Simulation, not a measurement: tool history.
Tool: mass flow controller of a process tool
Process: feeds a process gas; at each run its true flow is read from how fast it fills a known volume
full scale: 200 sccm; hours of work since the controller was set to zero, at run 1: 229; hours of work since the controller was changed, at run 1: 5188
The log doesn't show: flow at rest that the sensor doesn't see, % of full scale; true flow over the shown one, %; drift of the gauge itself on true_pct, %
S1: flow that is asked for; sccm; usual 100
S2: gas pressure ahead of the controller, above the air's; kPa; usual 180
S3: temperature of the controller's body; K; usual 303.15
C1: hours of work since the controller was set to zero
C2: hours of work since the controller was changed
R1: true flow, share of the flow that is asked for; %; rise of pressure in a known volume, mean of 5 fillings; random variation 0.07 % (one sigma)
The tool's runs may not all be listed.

run	hour	S1	S2	S3	C1	C2	R1
1	0	100	180	303.15	229	5188	101.36
2	261.7	100	180	303.15	396	5356	101.36
3	631.2	100	180	303.15	633	5593	101.34
4	1006.4	100	180	303.15	873	5833	101.43
5	1300.3	100	180	303.15	1062	6021	101.35
6	1492.3	100	280	303.15	1185	6144	101.07
7	1864.6	100	280	303.15	1423	6383	100.96
8	2061.9	100	280	303.15	1549	6509	101.03
9	2444.3	100	280	303.15	1794	6754	101.11
10	2616.3	100	180	303.15	1905	6864	101.2
11	2819.3	100	180	303.15	2035	6994	101.19
12	3154.9	100	180	303.15	2250	7209	101.22
13	3334.3	100	180	303.15	2365	7324	101.26
14	3665.4	100	180	312.15	2577	7537	100.74
15	3984.9	100	180	312.15	2781	7741	100.6
16	4250.7	100	180	312.15	2952	7911	100.66
17	4513.4	100	180	312.15	3120	8080	100.62
18	4761	100	180	300.15	3279	8238	101.29
19	5055.9	100	180	311.15	3467	8427	100.62
20	5421.3	100	180	311.15	3702	8661	100.62
21	5627.5	100	180	311.15	3834	8793	100.65
22	6010	86	180	311.15	4079	9038	100.13
23	6325.6	108	216	311.15	4281	9241	100.59
24	6512	100	260	305.15	4400	9360	100.55
25	6898.2	100	256	303.15	4648	9608	100.76
26	7177.9	54	256	295.15	4827	9787	99.33
# hour 7273.7: controller's zero set anew
27	7572	27	214	310.15	191	10039	102.11
28	7915.3	100	164	294.15	411	10259	103.69
29	8204	44	243	296.15	596	10444	102.82
30	8480.9	100	225	308.15	773	10621	102.67
31	8729.5	100	225	308.15	933	10780	102.79
32	9083.2	34	185	310.15	1159	11007	101.54
33	9345.6	28	202	310.15	1327	11175	100.84
34	9676.9	24	147	295.15	1540	11387	101.15
35	9871.5	55	244	294.15	1664	11512	102.66
36	10248.5	34	180	295.15	1906	11753	101.61
37	10573.2	108	249	300.15	2114	11961	103.07
38	10893.5	108	249	300.15	2319	12167	103.17
# hour 11040.5: controller exchanged for a calibrated one
39	11129.1	108	249	300.15	57	57	99.4
40	11524.6	108	249	300.15	310	310	99.47
41	11792.8	57	181	298.15	482	482	99.26
42	12080.8	100	228	303.15	666	666	99.13
43	12276.2	100	189	293.15	792	792	99.86

Hidden state or all else? Some run-to-run changes of R1, split into what the settings, what came in and random variation would give without the hidden state, and what is left for the hidden state (with any gauge scatter that isn't in both results):
Run 25 -> 26: S1 100 -> 54, S3 303.15 -> 295.15. R1 -1.43 %: hidden state -1.87, all else +0.44.
Run 26 -> 27: S1 54 -> 27, S2 256 -> 214, S3 295.15 -> 310.15, controller's zero set anew. R1 +2.78 %: hidden state +3.81, all else -1.03.
Run 27 -> 28: S1 27 -> 100, S2 214 -> 164, S3 310.15 -> 294.15. R1 +1.58 %: hidden state +0.22, all else +1.36.
Run 38 -> 39: controller exchanged for a calibrated one. R1 -3.77 %: hidden state -3.64, all else -0.13.

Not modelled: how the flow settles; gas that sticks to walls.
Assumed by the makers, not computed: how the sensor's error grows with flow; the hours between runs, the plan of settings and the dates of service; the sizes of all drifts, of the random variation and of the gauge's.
